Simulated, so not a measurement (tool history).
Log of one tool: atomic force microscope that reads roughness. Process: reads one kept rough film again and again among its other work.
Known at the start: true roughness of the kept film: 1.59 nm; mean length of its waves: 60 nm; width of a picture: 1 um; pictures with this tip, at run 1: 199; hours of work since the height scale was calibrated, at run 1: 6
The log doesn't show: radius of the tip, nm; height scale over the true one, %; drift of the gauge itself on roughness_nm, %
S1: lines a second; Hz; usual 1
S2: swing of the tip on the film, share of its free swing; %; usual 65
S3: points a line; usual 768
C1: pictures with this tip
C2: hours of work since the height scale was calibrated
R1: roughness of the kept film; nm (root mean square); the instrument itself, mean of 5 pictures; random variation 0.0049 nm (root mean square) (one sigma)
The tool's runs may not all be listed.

Run 1, hour 0: usual settings; C1 199; C2 6. Result: R1 1.483 nm (root mean square).
Run 2, hour 24.3: usual settings but S2 66 %; C1 235; C2 17. Result: R1 1.476 nm (root mean square).
Run 3, hour 61: usual settings but S2 66 %; C1 291; C2 33. Result: R1 1.455 nm (root mean square).
Run 4, hour 77.5: usual settings but S2 66 %, S3 624; C1 316; C2 40. Result: R1 1.447 nm (root mean square).
At hour 105.9: new tip fitted.
Run 5, hour 105.9: usual settings but S1 3.94 Hz; C1 0; C2 52. Result: R1 1.422 nm (root mean square).
Run 6, hour 132.4: usual settings but S1 3.94 Hz; C1 40; C2 64. Result: R1 1.405 nm (root mean square).
Run 7, hour 150.1: usual settings but S1 3.94 Hz, S3 525; C1 67; C2 72. Result: R1 1.405 nm (root mean square).
Run 8, hour 185.5: usual settings but S1 3.94 Hz, S3 525; C1 121; C2 87. Result: R1 1.391 nm (root mean square).
Run 9, hour 216.3: usual settings but S3 770; C1 167; C2 101. Result: R1 1.487 nm (root mean square).
Run 10, hour 243.9: usual settings; C1 209; C2 113. Result: R1 1.479 nm (root mean square).
Run 11, hour 270.7: usual settings; C1 250; C2 125. Result: R1 1.464 nm (root mean square).
Run 12, hour 292.4: usual settings; C1 283; C2 135. Result: R1 1.464 nm (root mean square).
Run 13, hour 325.7: usual settings; C1 334; C2 149. Result: R1 1.454 nm (root mean square).
At hour 342.8: new tip fitted.
Run 14, hour 344.8: usual settings; C1 3; C2 157. Result: R1 1.525 nm (root mean square).
Run 15, hour 378.4: usual settings but S1 1.27 Hz, S2 77 %, S3 509; C1 54; C2 172. Result: R1 1.449 nm (root mean square).
Run 16, hour 416.3: usual settings but S1 1.27 Hz, S2 77 %, S3 509; C1 111; C2 189. Result: R1 1.446 nm (root mean square).
Run 17, hour 434: usual settings but S1 2.11 Hz, S3 274; C1 138; C2 197. Result: R1 1.446 nm (root mean square).
Run 18, hour 452.9: usual settings but S1 0.68 Hz, S2 74 %, S3 632; C1 167; C2 205. Result: R1 1.481 nm (root mean square).
Run 19, hour 487.7: usual settings but S1 0.68 Hz, S2 74 %, S3 632; C1 220; C2 220. Result: R1 1.472 nm (root mean square).
At hour 491.6: height scale calibrated on a step standard.
Run 20, hour 524.2: usual settings but S1 3.2 Hz, S2 71 %; C1 274; C2 14. Result: R1 1.345 nm (root mean square).
Run 21, hour 543: usual settings but S1 0.6 Hz, S2 81 %, S3 433; C1 302; C2 23. Result: R1 1.436 nm (root mean square).
Run 22, hour 570.7: usual settings but S1 0.6 Hz, S2 81 %, S3 433; C1 345; C2 35. Result: R1 1.431 nm (root mean square).
At hour 581.5: new tip fitted.
Run 23, hour 587.5: usual settings but S1 0.82 Hz, S2 78 %, S3 863; C1 9; C2 42. Result: R1 1.495 nm (root mean square).
Run 24, hour 603.4: usual settings but S1 0.76 Hz, S3 399; C1 33; C2 49. Result: R1 1.524 nm (root mean square).
Run 25, hour 633: usual settings but S1 0.76 Hz, S2 85 %, S3 659; C1 78; C2 62. Result: R1 1.454 nm (root mean square).
Run 26, hour 657.7: usual settings but S1 2.95 Hz, S2 84 %, S3 416; C1 116; C2 73. Result: R1 1.256 nm (root mean square).
Run 27, hour 684.1: usual settings but S1 2.95 Hz, S2 84 %, S3 416; C1 156; C2 85. Result: R1 1.252 nm (root mean square).
At hour 719.2: height scale calibrated on a step standard, once more.
Run 28, hour 720: usual settings but S1 2.95 Hz, S2 84 %, S3 416; C1 209; C2 0. Result: R1 1.236 nm (root mean square).

Hidden state at the last listed run before each entry between runs and at the first one after, where it differs:
Between runs 4 and 5: new tip fitted (hour 105.9)
  radius of the tip, nm: 36.3 -> 10.2; height scale over the true one, %: 0.05 -> 0.04
  measured less the result without the state, R1: -0.064 -> +0 nm (root mean square)
Between runs 13 and 14: new tip fitted (hour 342.8)
  radius of the tip, nm: 39.4 -> 10.8
  measured less the result without the state, R1: -0.074 -> -0.002 nm (root mean square)
Between runs 19 and 20: height scale calibrated on a step standard (hour 491.6)
  radius of the tip, nm: 29 -> 33.6; height scale over the true one, %: -0.08 -> -0.1
  measured less the result without the state, R1: -0.049 -> -0.055 nm (root mean square)
Between runs 22 and 23: new tip fitted (hour 581.5)
  radius of the tip, nm: 39.4 -> 11.4; height scale over the true one, %: -0.12 -> -0.13
  measured less the result without the state, R1: -0.074 -> -0.006 nm (root mean square)
Between runs 27 and 28: height scale calibrated on a step standard, once more (hour 719.2)
  radius of the tip, nm: 24.5 -> 29.1; height scale over the true one, %: -0.16 -> -0.06
  measured less the result without the state, R1: -0.033 -> -0.041 nm (root mean square)
